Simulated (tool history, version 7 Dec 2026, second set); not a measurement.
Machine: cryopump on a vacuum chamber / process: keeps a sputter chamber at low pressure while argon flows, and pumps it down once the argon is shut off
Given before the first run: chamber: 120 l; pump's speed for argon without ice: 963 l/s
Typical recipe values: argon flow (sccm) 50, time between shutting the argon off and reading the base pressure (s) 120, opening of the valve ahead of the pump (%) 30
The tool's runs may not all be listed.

run,hour,argon flow (sccm),time between shutting the argon off and reading the base pressure (s),opening of the valve ahead of the pump (%),pressure while argon flows (Pa),pressure after the wait (uPa)
1,0,50,120,30,0.304,2.33
2,13.4,50,120,30,0.3048,2.33
3,27.4,50,120,30,0.307,2.32
4,42.7,50,120,30,0.304,2.34
5,55.5,50,120,30,0.307,2.36
6,73.4,50,120,58,0.1651,2.38
7,94.4,50,120,58,0.1661,2.35
8,110.3,50,120,58,0.1653,2.41
9,130.3,50,120,58,0.1648,2.43
10,153.3,50,25,31,0.2986,4.44
11,169,65,123,35,0.3458,2.37
12,191,65,123,35,0.3479,2.46
13,215.8,22,123,35,0.1178,2.42

Alternative continuations, all from the tool just after run 13; predict every row:
A,236.8,52,216,47,?,?
B,236.8,54,25,44,?,?
C,236.8,28,78,46,?,?
D,236.8,21,26,35,?,?
E,236.8,23,120,30,?,?

run,pressure while argon flows (Pa),pressure after the wait (uPa)
A,0.2122,2.22
B,0.2343,4.47
C,0.1173,2.74
D,0.111,4.51
E,0.1437,2.54
Had the tool no hidden state, the same runs would have come out as:
run,pressure while argon flows (Pa),pressure after the wait (uPa)
A,0.1948,0.62
B,0.2162,2.86
C,0.1078,1.14
D,0.104,2.86
E,0.136,0.89
